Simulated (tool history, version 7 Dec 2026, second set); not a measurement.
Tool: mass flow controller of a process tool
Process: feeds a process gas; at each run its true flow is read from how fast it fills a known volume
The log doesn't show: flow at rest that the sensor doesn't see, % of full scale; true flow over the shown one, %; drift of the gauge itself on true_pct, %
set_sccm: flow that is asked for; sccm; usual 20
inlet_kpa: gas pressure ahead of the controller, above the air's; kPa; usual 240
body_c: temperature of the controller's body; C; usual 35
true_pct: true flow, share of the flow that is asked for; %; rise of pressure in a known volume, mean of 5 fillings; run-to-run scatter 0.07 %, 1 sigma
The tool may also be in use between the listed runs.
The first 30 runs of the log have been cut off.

run,hour,set_sccm,inlet_kpa,body_c,hours of work since the controller was set to zero,hours of work since the controller was changed,true_pct
# hour 4688.8: controller's zero set anew
31,4770.2,8,209,32,63,5364,95.13
32,4867.6,8,209,32,137,5438,95.15
33,4995.2,8,209,32,236,5537,95.08
34,5190.0,8,209,32,385,5686,94.96
35,5294.5,8,209,32,466,5767,94.94
36,5416.7,8,209,21,560,5861,96.02
37,5592.7,12,272,35,695,5996,95.00
38,5699.3,41,249,28,777,6078,96.91
39,5913.5,41,249,28,942,6243,97.17
40,6111.5,20,150,23,1094,6395,95.89
41,6328.1,20,221,28,1260,6561,95.70
42,6506.9,44,221,26,1398,6699,97.08
# hour 6701.8: gauge calibrated
43,6720.3,5,231,21,1562,6863,97.97
44,6869.9,50,175,35,1677,6978,98.89
45,7032.4,50,175,35,1802,7103,98.83
46,7253.3,20,240,36,1972,7273,97.21
47,7388.5,7,215,26,2076,7377,97.13
48,7603.1,8,159,30,2241,7542,96.56

Consider 3 possible next runs. They are alternatives, not a sequence: every one starts from the tool as it was left by run 48. What does each give?
A,7827.4,5,191,23,2413,7714,?
B,7827.4,15,240,35,2413,7714,?
C,7827.4,38,179,20,2413,7714,?

run,true_pct
A,97.17
B,96.77
C,99.32
With the hidden condition removed and each run's random variation left untouched, the same runs would have given:
run,true_pct
A,97.63
B,97.22
C,99.78
